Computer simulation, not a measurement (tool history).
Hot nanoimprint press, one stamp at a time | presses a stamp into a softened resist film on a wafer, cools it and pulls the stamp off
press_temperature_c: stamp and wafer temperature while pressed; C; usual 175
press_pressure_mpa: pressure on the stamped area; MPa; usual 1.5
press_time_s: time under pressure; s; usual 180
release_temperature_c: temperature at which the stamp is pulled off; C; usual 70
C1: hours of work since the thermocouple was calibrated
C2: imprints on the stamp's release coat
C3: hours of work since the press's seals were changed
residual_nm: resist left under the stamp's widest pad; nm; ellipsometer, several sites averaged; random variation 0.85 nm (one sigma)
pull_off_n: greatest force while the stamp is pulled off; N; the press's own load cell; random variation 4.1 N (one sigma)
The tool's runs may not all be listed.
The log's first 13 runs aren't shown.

At day 20.125: plate thermocouple calibrated, once more.
Run 14, day 20.208: usual settings but press_time_s 113 s; C1 1; C2 525; C3 272. Result: residual_nm 136.7 nm, pull_off_n 245 N.
Run 15, day 22.508: usual settings but press_time_s 228 s; C1 37; C2 717; C3 308. Result: residual_nm 105.5 nm, pull_off_n 261 N.
Run 16, day 24.175: usual settings but press_time_s 177 s; C1 64; C2 857; C3 334. Result: residual_nm 114.8 nm, pull_off_n 285 N.
Run 17, day 26.158: usual settings but press_time_s 101 s, release_temperature_c 73 C; C1 95; C2 1023; C3 365. Result: residual_nm 141.9 nm, pull_off_n 284 N.
Run 18, day 27.458: usual settings but release_temperature_c 62 C; C1 115; C2 1132; C3 386. Result: residual_nm 113.9 nm, pull_off_n 338 N.
Run 19, day 29.596: usual settings but press_temperature_c 168 C, press_pressure_mpa 1.27 MPa, press_time_s 116 s, release_temperature_c 61 C; C1 149; C2 1310; C3 419. Result: residual_nm 177.1 nm, pull_off_n 360 N.
Run 20, day 31.875: usual settings but press_temperature_c 168 C, press_pressure_mpa 1.27 MPa, press_time_s 116 s, release_temperature_c 61 C; C1 185; C2 1501; C3 455. Result: residual_nm 175.8 nm, pull_off_n 400 N.
Run 21, day 33.579: usual settings but press_temperature_c 168 C, press_pressure_mpa 1.27 MPa, press_time_s 116 s, release_temperature_c 61 C; C1 212; C2 1644; C3 482. Result: residual_nm 175.7 nm, pull_off_n 414 N.
Run 22, day 34.946: usual settings but press_temperature_c 168 C, press_pressure_mpa 1.27 MPa, press_time_s 116 s, release_temperature_c 63 C; C1 233; C2 1758; C3 504. Result: residual_nm 177.3 nm, pull_off_n 421 N.
Run 23, day 36.754: usual settings but press_temperature_c 166 C, press_pressure_mpa 0.93 MPa, press_time_s 118 s, release_temperature_c 63 C; C1 262; C2 1910; C3 532. Result: residual_nm 203.2 nm, pull_off_n 437 N.
Run 24, day 38.7: usual settings but press_temperature_c 166 C, press_pressure_mpa 0.93 MPa, press_time_s 118 s, release_temperature_c 63 C; C1 292; C2 2072; C3 563. Result: residual_nm 207.4 nm, pull_off_n 468 N.
Run 25, day 40.188: usual settings but press_time_s 164 s, release_temperature_c 69 C; C1 316; C2 2197; C3 586. Result: residual_nm 116.1 nm, pull_off_n 447 N.
Run 26, day 41.971: usual settings but press_time_s 164 s, release_temperature_c 69 C; C1 344; C2 2346; C3 614. Result: residual_nm 116.9 nm, pull_off_n 457 N.
At day 42.404: stamp cleaned and given a new release coat.
Run 27, day 44.021: usual settings but press_time_s 164 s, release_temperature_c 69 C; C1 372; C2 136; C3 642. Result: residual_nm 117.2 nm, pull_off_n 206 N.
Run 28, day 46.179: usual settings; C1 406; C2 316; C3 676. Result: residual_nm 110.9 nm, pull_off_n 221 N.
Run 29, day 48.008: usual settings; C1 435; C2 470; C3 705. Result: residual_nm 111.5 nm, pull_off_n 237 N.
Run 30, day 50.221: usual settings but press_temperature_c 187 C, press_time_s 200 s, release_temperature_c 76 C; C1 469; C2 655; C3 740. Result: residual_nm 74.4 nm, pull_off_n 229 N.
Run 31, day 51.458: usual settings but press_temperature_c 187 C, press_time_s 200 s, release_temperature_c 76 C; C1 489; C2 758; C3 759. Result: residual_nm 75.1 nm, pull_off_n 245 N.

Forecast each of these 3 alternatives for the next run:
Run A, day 53.433: usual settings but press_pressure_mpa 0.97 MPa, press_time_s 239 s; C1 520; C2 923; C3 790. Result: residual_nm ?, pull_off_n ?.
Run B, day 53.433: usual settings but press_temperature_c 184 C; C1 520; C2 923; C3 790. Result: residual_nm ?, pull_off_n ?.
Run C, day 53.433: usual settings but press_pressure_mpa 0.93 MPa; C1 520; C2 923; C3 790. Result: residual_nm ?, pull_off_n ?.

run  residual_nm  pull_off_n
  A        120.8         277
  B         85.2         275
  C        136.1         289
Without the tool's hidden state the same runs would have given:
run  residual_nm  pull_off_n
  A        126.8         196
  B         88.6         194
  C        142.5         204
